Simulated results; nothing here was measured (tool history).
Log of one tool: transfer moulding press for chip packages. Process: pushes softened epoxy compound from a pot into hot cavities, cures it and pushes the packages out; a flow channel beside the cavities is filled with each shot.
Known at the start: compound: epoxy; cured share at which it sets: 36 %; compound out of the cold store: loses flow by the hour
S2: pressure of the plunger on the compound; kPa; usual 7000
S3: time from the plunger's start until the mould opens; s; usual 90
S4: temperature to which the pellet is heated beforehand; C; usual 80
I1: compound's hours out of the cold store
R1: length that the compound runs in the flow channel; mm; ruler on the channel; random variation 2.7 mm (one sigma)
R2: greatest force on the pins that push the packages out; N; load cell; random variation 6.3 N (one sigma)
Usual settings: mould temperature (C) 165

Run 1, hour 0.0: usual settings; I1 25.7. Result: R1 866 mm, R2 445 N.
At hour 7.4: cavities cleaned with cleaning compound and waxed.
Run 2, hour 38.3: usual settings; I1 24.7. Result: R1 867 mm, R2 467 N.
Run 3, hour 55.9: usual settings; I1 43.1. Result: R1 808 mm, R2 446 N.
Run 4, hour 72.3: usual settings; I1 20.9. Result: R1 879 mm, R2 463 N.
At hour 94.4: cavities cleaned with cleaning compound and waxed.
Run 5, hour 103.8: usual settings; I1 12.4. Result: R1 911 mm, R2 332 N.
At hour 122.1: plunger's sealing rings changed.
Run 6, hour 130.9: usual settings but S4 76 C; I1 11.9. Result: R1 939 mm, R2 413 N.
Run 7, hour 152.3: usual settings but S4 76 C; I1 30.1. Result: R1 867 mm, R2 406 N.
At hour 186.6: cavities cleaned with cleaning compound and waxed.
Run 8, hour 187.6: usual settings but S2 8630 kPa; I1 41.6. Result: R1 926 mm, R2 268 N.
At hour 221.9: cavities cleaned with cleaning compound and waxed, once more.
Run 9, hour 226.4: usual settings but S4 89 C; I1 35.5. Result: R1 843 mm, R2 281 N.
Run 10, hour 263.0: usual settings but mould temperature (C) 162; I1 44.0. Result: R1 826 mm, R2 470 N.
Run 11, hour 299.3: usual settings but S2 6020 kPa; I1 35.6. Result: R1 774 mm, R2 421 N.
At hour 311.4: cavities cleaned with cleaning compound and waxed.
Run 12, hour 326.6: usual settings; I1 47.9. Result: R1 799 mm, R2 319 N.
Run 13, hour 352.0: usual settings; I1 14.7. Result: R1 903 mm, R2 420 N.
Run 14, hour 386.7: usual settings; I1 28.0. Result: R1 854 mm, R2 427 N.
At hour 398.5: cavities cleaned with cleaning compound and waxed.
At hour 414.0: plunger's sealing rings changed.
Run 15, hour 426.5: usual settings; I1 12.9. Result: R1 930 mm, R2 390 N.
Run 16, hour 448.8: usual settings but mould temperature (C) 166, S2 7200 kPa, S4 78 C; I1 17.7. Result: R1 920 mm, R2 386 N.
Run 17, hour 473.1: usual settings but mould temperature (C) 161, S2 7200 kPa, S4 78 C; I1 13.4. Result: R1 959 mm, R2 645 N.
At hour 490.8: cavities cleaned with cleaning compound and waxed.
Run 18, hour 495.1: usual settings but S2 6570 kPa, S3 116 s; I1 17.7. Result: R1 876 mm, R2 198 N.
Run 19, hour 514.8: usual settings but S2 6570 kPa, S3 75 s, S4 85 C; I1 38.2. Result: R1 810 mm, R2 503 N.
At hour 523.8: mould's thermocouples calibrated.
Run 20, hour 538.9: usual settings but S3 115 s; I1 22.7. Result: R1 878 mm, R2 262 N.
Run 21, hour 571.6: usual settings but mould temperature (C) 169; I1 42.0. Result: R1 800 mm, R2 323 N.
At hour 581.8: cavities cleaned with cleaning compound and waxed.
Run 22, hour 603.6: usual settings but S3 95 s, S4 76 C; I1 43.0. Result: R1 809 mm, R2 294 N.
Run 23, hour 637.1: usual settings but S4 88 C; I1 47.7. Result: R1 787 mm, R2 351 N.
At hour 669.0: cavities cleaned with cleaning compound and waxed.
Run 24, hour 676.9: usual settings but S4 73 C; I1 44.6. Result: R1 800 mm, R2 274 N.
At hour 707.5: plunger's sealing rings changed.
Run 25, hour 714.1: usual settings but S4 73 C; I1 15.4. Result: R1 915 mm, R2 386 N.
Run 26, hour 741.1: usual settings but S3 82 s; I1 30.3. Result: R1 861 mm, R2 483 N.
At hour 760.4: cavities cleaned with cleaning compound and waxed.
Run 27, hour 772.4: usual settings but S3 75 s, S4 82 C; I1 14.8. Result: R1 911 mm, R2 488 N.

5 ways to go on from here, each from the tool as it stands after run 27. What would each give?
Run A, hour 802.9: usual settings but S3 98 s, S4 89 C; I1 11.1. Result: R1 ?, R2 ?.
Run B, hour 802.9: usual settings but S3 100 s; I1 28.5. Result: R1 ?, R2 ?.
Run C, hour 802.9: usual settings but mould temperature (C) 172, S3 75 s, S4 82 C; I1 20.2. Result: R1 ?, R2 ?.
Run D, hour 802.9: usual settings but S2 7800 kPa, S3 75 s, S4 85 C; I1 27.8. Result: R1 ?, R2 ?.
Run E, hour 802.9: usual settings but S2 5460 kPa, S3 75 s, S4 82 C; I1 25.9. Result: R1 ?, R2 ?.

run   R1   R2
  A  924  332
  B  864  303
  C  860  333
  D  912  552
  E  770  551
Without the tool's hidden state the same runs would have given:
run   R1   R2
  A  935  221
  B  873  204
  C  870  220
  D  922  365
  E  779  364
